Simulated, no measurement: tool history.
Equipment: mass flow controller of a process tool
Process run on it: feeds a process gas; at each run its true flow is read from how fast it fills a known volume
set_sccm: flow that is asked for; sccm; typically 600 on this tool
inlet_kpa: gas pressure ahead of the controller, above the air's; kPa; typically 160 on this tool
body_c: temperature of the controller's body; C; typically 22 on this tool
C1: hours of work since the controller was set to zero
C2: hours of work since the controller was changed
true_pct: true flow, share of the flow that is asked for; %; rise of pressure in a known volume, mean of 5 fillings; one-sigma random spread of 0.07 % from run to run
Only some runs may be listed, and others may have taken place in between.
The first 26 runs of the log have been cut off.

Run 27, day 91.329: usual settings but set_sccm 519 sccm, inlet_kpa 257 kPa, body_c 34 C; C1 1856; C2 1856. Result: true_pct 99.75 %.
Run 28, day 94.221: usual settings but set_sccm 519 sccm, inlet_kpa 257 kPa, body_c 34 C; C1 1881; C2 1881. Result: true_pct 99.82 %.
Run 29, day 96.733: usual settings but set_sccm 118 sccm, body_c 26 C; C1 1902; C2 1902. Result: true_pct 97.15 %.
Run 30, day 101.508: usual settings but set_sccm 118 sccm, inlet_kpa 226 kPa, body_c 28 C; C1 1944; C2 1944. Result: true_pct 97.99 %.
Run 31, day 103.946: usual settings but set_sccm 434 sccm, inlet_kpa 271 kPa, body_c 27 C; C1 1965; C2 1965. Result: true_pct 98.86 %.
Run 32, day 107.479: usual settings but set_sccm 664 sccm, inlet_kpa 228 kPa, body_c 26 C; C1 1995; C2 1995. Result: true_pct 99.31 %.
Run 33, day 110.254: usual settings but set_sccm 664 sccm, inlet_kpa 228 kPa, body_c 26 C; C1 2019; C2 2019. Result: true_pct 99.24 %.
Run 34, day 113.092: usual settings but set_sccm 129 sccm, inlet_kpa 174 kPa, body_c 25 C; C1 2044; C2 2044. Result: true_pct 97.24 %.
Run 35, day 116.571: usual settings but set_sccm 110 sccm, inlet_kpa 217 kPa; C1 2074; C2 2074. Result: true_pct 97.06 %.
Run 36, day 118.900: usual settings but set_sccm 768 sccm, inlet_kpa 221 kPa, body_c 33 C; C1 2094; C2 2094. Result: true_pct 100.34 %.
Run 37, day 123.017: usual settings but set_sccm 549 sccm, inlet_kpa 201 kPa, body_c 26 C; C1 2129; C2 2129. Result: true_pct 98.73 %.
Run 38, day 126.750: usual settings but set_sccm 549 sccm, inlet_kpa 201 kPa, body_c 26 C; C1 2162; C2 2162. Result: true_pct 98.81 %.
Run 39, day 130.467: usual settings but set_sccm 329 sccm, body_c 38 C; C1 2194; C2 2194. Result: true_pct 99.04 %.
Run 40, day 133.296: usual settings but set_sccm 241 sccm, body_c 27 C; C1 2218; C2 2218. Result: true_pct 97.77 %.
Run 41, day 137.983: usual settings but set_sccm 241 sccm, body_c 27 C; C1 2259; C2 2259. Result: true_pct 97.64 %.
Run 42, day 140.446: usual settings but set_sccm 220 sccm, inlet_kpa 147 kPa, body_c 32 C; C1 2280; C2 2280. Result: true_pct 98.04 %.
Run 43, day 143.929: usual settings but set_sccm 220 sccm, inlet_kpa 147 kPa, body_c 32 C; C1 2310; C2 2310. Result: true_pct 98.08 %.
Run 44, day 147.612: usual settings but set_sccm 238 sccm, body_c 21 C; C1 2342; C2 2342. Result: true_pct 97.14 %.
Run 45, day 152.283: usual settings but set_sccm 252 sccm, inlet_kpa 264 kPa; C1 2382; C2 2382. Result: true_pct 97.79 %.
Run 46, day 156.962: usual settings but set_sccm 252 sccm, inlet_kpa 264 kPa; C1 2423; C2 2423. Result: true_pct 97.81 %.
Run 47, day 159.788: usual settings but set_sccm 252 sccm, inlet_kpa 264 kPa; C1 2447; C2 2447. Result: true_pct 97.92 %.
Run 48, day 161.950: usual settings but inlet_kpa 141 kPa, body_c 23 C; C1 2466; C2 2466. Result: true_pct 98.14 %.
Run 49, day 164.700: usual settings but inlet_kpa 141 kPa, body_c 23 C; C1 2490; C2 2490. Result: true_pct 98.21 %.

Here are 3 independent what-if runs from the current tool condition. What would each one return?
Run A, day 167.767: usual settings but set_sccm 482 sccm; C1 2516; C2 2516. Result: true_pct ?.
Run B, day 167.767: usual settings but set_sccm 545 sccm, inlet_kpa 202 kPa; C1 2516; C2 2516. Result: true_pct ?.
Run C, day 167.767: usual settings but set_sccm 113 sccm, inlet_kpa 240 kPa, body_c 40 C; C1 2516; C2 2516. Result: true_pct ?.

run  true_pct
  A     97.96
  B     98.46
  C     99.06
Without the tool's unlogged condition, the same runs would have read:
run  true_pct
  A     97.97
  B     98.47
  C     99.05
